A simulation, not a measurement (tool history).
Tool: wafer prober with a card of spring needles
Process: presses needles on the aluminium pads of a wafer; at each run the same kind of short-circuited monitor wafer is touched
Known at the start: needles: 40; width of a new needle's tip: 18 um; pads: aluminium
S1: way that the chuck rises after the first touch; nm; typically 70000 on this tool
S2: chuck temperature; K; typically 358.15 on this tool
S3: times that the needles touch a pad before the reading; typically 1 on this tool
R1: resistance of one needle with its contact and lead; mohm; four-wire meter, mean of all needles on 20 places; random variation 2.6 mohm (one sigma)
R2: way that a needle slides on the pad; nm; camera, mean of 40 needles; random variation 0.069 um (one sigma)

run 1 hour=0 | S1=70000 S2=358.15 S3=1 | R1=294 R2=16280
-- hour=6.8 tips cleaned on abrasive film
-- hour=12.3 tips cleaned on abrasive film
-- hour=19.2 tips cleaned on abrasive film
run 2 hour=21 | S1=70000 S2=358.15 S3=2 | R1=298 R2=16230
-- hour=25.1 tips cleaned on abrasive film
-- hour=30.6 tips cleaned on abrasive film
-- hour=37.5 tips cleaned on abrasive film
run 3 hour=38.8 | S1=70000 S2=326.15 S3=2 | R1=286 R2=16360
-- hour=44.2 tips cleaned on abrasive film
-- hour=51.1 tips cleaned on abrasive film
run 4 hour=54.8 | S1=70000 S2=358.15 S3=2 | R1=295 R2=16340
-- hour=57.6 tips cleaned on abrasive film
-- hour=64.4 tips cleaned on abrasive film
-- hour=71.2 tips cleaned on abrasive film
-- hour=78.1 tips cleaned on abrasive film
run 5 hour=81.6 | S1=70000 S2=358.15 S3=2 | R1=299 R2=16360
-- hour=84.4 tips cleaned on abrasive film
-- hour=91.2 tips cleaned on abrasive film
-- hour=98 tips cleaned on abrasive film
-- hour=104.9 tips cleaned on abrasive film
-- hour=110.4 tips cleaned on abrasive film
run 6 hour=114.1 | S1=70000 S2=358.15 S3=1 | R1=292 R2=16310
-- hour=116.9 tips cleaned on abrasive film
-- hour=123.8 tips cleaned on abrasive film
-- hour=130.4 tips cleaned on abrasive film
run 7 hour=130.4 | S1=70000 S2=358.15 S3=1 | R1=302 R2=16360
-- hour=137.2 tips cleaned on abrasive film
-- hour=142.7 tips cleaned on abrasive film
-- hour=149.5 tips cleaned on abrasive film
-- hour=156.4 tips cleaned on abrasive film
-- hour=163.2 tips cleaned on abrasive film
run 8 hour=167.4 | S1=70000 S2=358.15 S3=1 | R1=296 R2=16380
-- hour=168.9 tips cleaned on abrasive film
-- hour=175.7 tips cleaned on abrasive film
-- hour=181.2 tips cleaned on abrasive film
-- hour=188 tips cleaned on abrasive film
-- hour=193.5 tips cleaned on abrasive film
run 9 hour=193.6 | S1=70000 S2=358.15 S3=1 | R1=296 R2=16460
-- hour=199 tips cleaned on abrasive film
-- hour=205.9 tips cleaned on abrasive film
-- hour=212.7 tips cleaned on abrasive film
-- hour=219.5 tips cleaned on abrasive film
run 10 hour=220.5 | S1=70000 S2=358.15 S3=1 | R1=296 R2=16320
-- hour=226 tips cleaned on abrasive film
-- hour=232.8 tips cleaned on abrasive film
-- hour=239.6 tips cleaned on abrasive film
run 11 hour=240.4 | S1=70000 S2=358.15 S3=1 | R1=296 R2=16430
-- hour=245.9 tips cleaned on abrasive film
-- hour=252.8 tips cleaned on abrasive film
-- hour=259.6 tips cleaned on abrasive film
-- hour=265.1 tips cleaned on abrasive film
-- hour=271.9 tips cleaned on abrasive film
run 12 hour=277.3 | S1=70000 S2=358.15 S3=1 | R1=295 R2=16240
-- hour=278.7 tips cleaned on abrasive film
-- hour=285.6 tips cleaned on abrasive film
-- hour=292.4 tips cleaned on abrasive film
-- hour=299.2 tips cleaned on abrasive film
-- hour=306.1 tips cleaned on abrasive film
-- hour=312.1 tips cleaned on abrasive film
run 13 hour=312.1 | S1=70000 S2=358.15 S3=1 | R1=299 R2=16410
-- hour=319 tips cleaned on abrasive film
-- hour=325.8 tips cleaned on abrasive film
run 14 hour=330.6 | S1=86000 S2=308.15 S3=1 | R1=277 R2=20070
-- hour=332 tips cleaned on abrasive film
-- hour=338.9 tips cleaned on abrasive film
-- hour=340.5 height of the first contact set anew
-- hour=346 tips cleaned on abrasive film
-- hour=352.8 tips cleaned on abrasive film
run 15 hour=354.4 | S1=54000 S2=309.15 S3=1 | R1=290 R2=12630
-- hour=358.5 tips cleaned on abrasive film
-- hour=365.4 tips cleaned on abrasive film
-- hour=372.2 tips cleaned on abrasive film
run 16 hour=373.6 | S1=70000 S2=312.15 S3=2 | R1=287 R2=16510
-- hour=377.8 tips cleaned on abrasive film
-- hour=384.6 tips cleaned on abrasive film
-- hour=391.5 tips cleaned on abrasive film
-- hour=397 tips cleaned on abrasive film
run 17 hour=397 | S1=70000 S2=312.15 S3=2 | R1=281 R2=16480
-- hour=403.8 tips cleaned on abrasive film
-- hour=410.7 tips cleaned on abrasive film
-- hour=417.5 tips cleaned on abrasive film
-- hour=424.3 tips cleaned on abrasive film
-- hour=431.2 tips cleaned on abrasive film
run 18 hour=433.5 | S1=78000 S2=311.15 S3=1 | R1=276 R2=18280
-- hour=437.6 tips cleaned on abrasive film
-- hour=444.4 tips cleaned on abrasive film
-- hour=451.3 tips cleaned on abrasive film
-- hour=458.1 tips cleaned on abrasive film
-- hour=464.9 tips cleaned on abrasive film
run 19 hour=467.7 | S1=78000 S2=311.15 S3=1 | R1=279 R2=18350
-- hour=470.5 tips cleaned on abrasive film
-- hour=477.4 tips cleaned on abrasive film
-- hour=484.2 tips cleaned on abrasive film
run 20 hour=484.4 | S1=70000 S2=346.15 S3=2 | R1=289 R2=16270

Run 21 is up next; what results do you expect?
-- hour=489.9 tips cleaned on abrasive film
-- hour=495.4 tips cleaned on abrasive film
-- hour=502.2 tips cleaned on abrasive film
-- hour=508.1 tips cleaned on abrasive film
run 21 hour=508.1 | S1=70000 S2=358.15 S3=2 | R1=? R2=?

{"run 21": {"R1": 292, "R2": 16320}}
Take away the tool's hidden state, keep the run-to-run variation as it was, and the same run would have given R1 291 mohm, R2 16150 nm.

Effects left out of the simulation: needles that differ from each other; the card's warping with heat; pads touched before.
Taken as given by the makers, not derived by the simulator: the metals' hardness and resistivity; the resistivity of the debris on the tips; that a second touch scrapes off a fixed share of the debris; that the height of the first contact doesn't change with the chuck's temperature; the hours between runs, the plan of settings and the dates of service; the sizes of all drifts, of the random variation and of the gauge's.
